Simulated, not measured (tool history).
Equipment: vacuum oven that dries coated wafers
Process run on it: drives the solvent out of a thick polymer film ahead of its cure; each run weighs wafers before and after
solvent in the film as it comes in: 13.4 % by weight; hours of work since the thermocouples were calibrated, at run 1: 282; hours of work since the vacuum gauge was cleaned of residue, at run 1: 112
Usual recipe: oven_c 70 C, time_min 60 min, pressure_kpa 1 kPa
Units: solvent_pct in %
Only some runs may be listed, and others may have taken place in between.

run    day  oven_c  time_min  pressure_kpa  hours of work since the thermocouples were calibrated  hours of work since the vacuum gauge was cleaned of residue  solvent_pct
  1      0      70        60             1                                                    282                                                          112         1.64
  2  0.362      70        60             1                                                    288                                                          117         1.65
  3  0.754      70        81             1                                                    293                                                          123          0.9
  4  1.338      63        60             1                                                    302                                                          132         2.98
  5   1.65      63        60             1                                                    307                                                          136         3.04
  6  2.125      70        49             1                                                    314                                                          143         2.31
  7  2.529      70       103             1                                                    320                                                          149          0.5
  8  2.871      70       103             1                                                    324                                                          154         0.52
  9  3.121      70        48             1                                                    328                                                          158         2.41
 10  3.512      70        60             1                                                    334                                                          164         1.66
 11    3.8      70        60             1                                                    338                                                          168         1.68
 12  4.325      70        60          0.76                                                    346                                                          176         1.58
 13  4.892      70       107          2.41                                                    354                                                          184         0.78
 14  5.208      69        60             1                                                    359                                                          188         1.77
 15  5.575      73        90          0.73                                                    364                                                          194          0.5
 16  5.988      73        90          0.73                                                    370                                                          200         0.49
 17  6.325      73        90           0.8                                                    375                                                          205          0.5
 18  6.579      60        47          1.78                                                    379                                                          209         4.68
 19   7.05      70        39          1.45                                                    386                                                          215         3.22
 20  7.492      70        39          1.45                                                    392                                                          222         3.21
 21  7.867      60        65          0.58                                                    398                                                          227         3.27
 22  8.175      60        57          2.01                                                    402                                                          232         4.12
 23  8.438      70        47             1                                                    406                                                          236         2.37
 24  8.912      83        61             1                                                    413                                                          243         0.34

Each row is a separate what-if for the run after 24, all from the same tool condition, not one after another. Results?
  A  9.333      70       104             1                                                    419                                                          249            ?
  B  9.333      60        60             1                                                    419                                                          249            ?
  C  9.333      79        61             1                                                    419                                                          249            ?
  D  9.333      73        80          1.72                                                    419                                                          249            ?
  E  9.333      71        31             1                                                    419                                                          249            ?

run  solvent_pct
  A         0.56
  B         3.77
  C         0.59
  D          0.7
  E         3.72
What these runs would have given with no unlogged condition in the tool:
run  solvent_pct
  A         0.52
  B         3.66
  C         0.55
  D         0.66
  E         3.62
